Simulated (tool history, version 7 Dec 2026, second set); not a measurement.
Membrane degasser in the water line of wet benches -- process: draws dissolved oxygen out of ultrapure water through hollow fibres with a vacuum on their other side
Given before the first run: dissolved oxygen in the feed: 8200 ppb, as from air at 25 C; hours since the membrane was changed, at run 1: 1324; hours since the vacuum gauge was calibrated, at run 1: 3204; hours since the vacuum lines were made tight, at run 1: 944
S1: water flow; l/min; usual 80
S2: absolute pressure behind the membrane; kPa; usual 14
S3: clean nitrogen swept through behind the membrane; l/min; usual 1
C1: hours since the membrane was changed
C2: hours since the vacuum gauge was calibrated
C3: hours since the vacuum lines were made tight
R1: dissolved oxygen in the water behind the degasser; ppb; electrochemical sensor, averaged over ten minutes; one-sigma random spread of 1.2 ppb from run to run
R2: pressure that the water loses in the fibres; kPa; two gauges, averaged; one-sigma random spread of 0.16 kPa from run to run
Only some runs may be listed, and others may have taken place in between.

run 1 hour=0 | S1=80 S2=14 S3=1 | C1=1324 C2=3204 C3=944 | R1=1289.7 R2=38.04
run 2 hour=41 | S1=80 S2=14 S3=1 | C1=1365 C2=3245 C3=985 | R1=1288.6 R2=38.11
run 3 hour=81.3 | S1=80 S2=14 S3=1 | C1=1405 C2=3285 C3=1026 | R1=1288.1 R2=38.44
run 4 hour=131.9 | S1=80 S2=14 S3=1 | C1=1455 C2=3336 C3=1076 | R1=1289.4 R2=38.16
run 5 hour=167.6 | S1=80 S2=14 S3=1 | C1=1491 C2=3371 C3=1112 | R1=1290.4 R2=38.53
run 6 hour=215.6 | S1=80 S2=14 S3=1 | C1=1539 C2=3419 C3=1160 | R1=1289.8 R2=38.05
run 7 hour=260.9 | S1=65 S2=14 S3=1 | C1=1584 C2=3464 C3=1205 | R1=1126 R2=31.15
run 8 hour=314.4 | S1=65 S2=14 S3=1 | C1=1638 C2=3518 C3=1259 | R1=1124.1 R2=31.2
run 9 hour=357.7 | S1=65 S2=14 S3=1 | C1=1681 C2=3561 C3=1302 | R1=1125.5 R2=31.22
run 10 hour=403.2 | S1=80 S2=14 S3=1.53 | C1=1727 C2=3607 C3=1348 | R1=974.2 R2=38.22
run 11 hour=428.8 | S1=80 S2=14 S3=1.53 | C1=1752 C2=3632 C3=1373 | R1=975 R2=38.28
run 12 hour=459.2 | S1=80 S2=14 S3=1.53 | C1=1783 C2=3663 C3=1403 | R1=975.9 R2=38.51
run 13 hour=508.1 | S1=80 S2=12.1 S3=1.53 | C1=1832 C2=3712 C3=1452 | R1=817.5 R2=38.35
run 14 hour=553.6 | S1=80 S2=12.1 S3=0.63 | C1=1877 C2=3757 C3=1498 | R1=1417.9 R2=38.3
run 15 hour=593.9 | S1=80 S2=12.1 S3=0.63 | C1=1917 C2=3797 C3=1538 | R1=1417.4 R2=38.45
run 16 hour=635.8 | S1=68 S2=12.1 S3=0.63 | C1=1959 C2=3839 C3=1580 | R1=1292.9 R2=32.52
run 17 hour=667.7 | S1=68 S2=12.1 S3=0.63 | C1=1991 C2=3871 C3=1612 | R1=1294 R2=32.66
run 18 hour=692.8 | S1=55 S2=14 S3=0.45 | C1=2016 C2=3896 C3=1637 | R1=1638.1 R2=26.26
run 19 hour=726.6 | S1=80 S2=14.4 S3=1.29 | C1=2050 C2=3930 C3=1671 | R1=1129.7 R2=38.24
run 20 hour=772.3 | S1=53 S2=14 S3=1.38 | C1=2096 C2=3976 C3=1717 | R1=774.3 R2=25.26
run 21 hour=801.2 | S1=121 S2=14 S3=2.23 | C1=2125 C2=4005 C3=1745 | R1=1028.6 R2=57.97
run 22 hour=845.7 | S1=80 S2=34.5 S3=0.49 | C1=2169 C2=4049 C3=1790 | R1=4187.6 R2=38.27
run 23 hour=892.5 | S1=69 S2=14 S3=1.22 | C1=2216 C2=4096 C3=1837 | R1=1026.1 R2=32.94
-- hour=896.8 vacuum gauge calibrated
run 24 hour=930.6 | S1=90 S2=23.5 S3=1.23 | C1=2254 C2=34 C3=1874 | R1=2079.4 R2=43.02
run 25 hour=964.1 | S1=80 S2=14 S3=1.08 | C1=2287 C2=67 C3=1908 | R1=1229.3 R2=38.47
run 26 hour=1014 | S1=65 S2=26.5 S3=0.83 | C1=2337 C2=117 C3=1958 | R1=2405.6 R2=30.87
run 27 hour=1069.5 | S1=65 S2=11.1 S3=1.68 | C1=2393 C2=173 C3=2013 | R1=583.5 R2=31.03
run 28 hour=1109.8 | S1=73 S2=13.2 S3=1.43 | C1=2433 C2=213 C3=2054 | R1=891.4 R2=34.94
run 29 hour=1163.3 | S1=104 S2=17.2 S3=1 | C1=2486 C2=266 C3=2107 | R1=1886.1 R2=49.57
run 30 hour=1196.8 | S1=74 S2=8.9 S3=1.75 | C1=2520 C2=300 C3=2141 | R1=461.6 R2=35.31
run 31 hour=1224.1 | S1=126 S2=13.8 S3=0.98 | C1=2547 C2=327 C3=2168 | R1=1691.8 R2=60.46
run 32 hour=1270.1 | S1=116 S2=13.8 S3=1.23 | C1=2593 C2=373 C3=2214 | R1=1421 R2=55.79
run 33 hour=1298.9 | S1=116 S2=13.8 S3=1.23 | C1=2622 C2=402 C3=2243 | R1=1421.1 R2=55.47

Across each entry between runs, compare the hidden state at the last listed run before it with the hidden state at the first listed run after it:
Logged between run 23 and run 24: vacuum gauge calibrated (hour 896.8)
  no difference in the tool's unlogged condition between these two runs

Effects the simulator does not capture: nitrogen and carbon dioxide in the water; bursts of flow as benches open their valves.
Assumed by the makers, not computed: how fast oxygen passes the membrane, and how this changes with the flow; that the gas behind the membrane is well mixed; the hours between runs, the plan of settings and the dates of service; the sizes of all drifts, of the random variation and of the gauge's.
